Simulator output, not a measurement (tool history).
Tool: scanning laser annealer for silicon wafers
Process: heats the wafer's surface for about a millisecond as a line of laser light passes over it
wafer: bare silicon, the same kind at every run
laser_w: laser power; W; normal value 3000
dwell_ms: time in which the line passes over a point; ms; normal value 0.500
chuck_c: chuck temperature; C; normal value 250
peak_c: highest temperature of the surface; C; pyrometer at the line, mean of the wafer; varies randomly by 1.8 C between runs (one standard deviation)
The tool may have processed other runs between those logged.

run,hour,laser_w,dwell_ms,chuck_c,peak_c
1,0.0,3000,0.500,250,1025
2,9.6,3000,0.500,250,1021
3,25.0,3000,0.500,250,1023
4,35.4,3162,0.500,250,1069
5,52.1,3162,0.500,250,1064
6,64.9,2877,0.500,250,993
# hour 73.5: optics aligned, line set to its width
7,79.2,2877,0.500,250,992
8,92.3,3105,0.500,250,1056
9,102.8,3000,0.521,250,1045
10,118.4,3000,0.521,250,1044
11,132.8,3000,0.521,250,1044
12,144.5,3000,0.521,250,1042
13,162.7,3000,0.500,250,1024
14,176.2,3127,0.439,275,1025
15,184.4,2894,0.516,235,995
16,196.0,3003,0.420,276,976
17,210.7,3003,0.420,276,978
18,219.0,3217,0.368,278,972
19,229.1,2562,0.556,280,974
20,237.7,3242,0.500,250,1087
21,256.4,3242,0.500,250,1090
22,265.6,2944,0.550,268,1071
23,281.3,2944,0.550,268,1068
24,290.8,2944,0.550,268,1072
25,298.9,3023,0.381,250,916
26,307.9,3023,0.397,250,932

For some of the steps in peak_c from one run to the next: how much would appear even if the tool had no hidden state, given the settings, what came in and random variation, and how much remains for the hidden state plus any gauge scatter that the measured result and the result without hidden state don't share?
Unlogged tool condition in this case: light that passes the window, % of a clean one's; laser's true power over the reading, %; width of the line over the set one, %; drift of the gauge itself on peak_c, C.
Run 2 -> 3: nothing adjusted, nothing logged. peak_c +2 C: hidden state +1, all else +1.
Run 3 -> 4: laser_w 3000 -> 3162. peak_c +46 C: hidden state -1, all else +47.
Run 19 -> 20: laser_w 2562 -> 3242, dwell_ms 0.556 -> 0.500, chuck_c 280 -> 250. peak_c +113 C: hidden state -1, all else +114.
Run 24 -> 25: laser_w 2944 -> 3023, dwell_ms 0.550 -> 0.381, chuck_c 268 -> 250. peak_c -156 C: hidden state +1, all else -157.
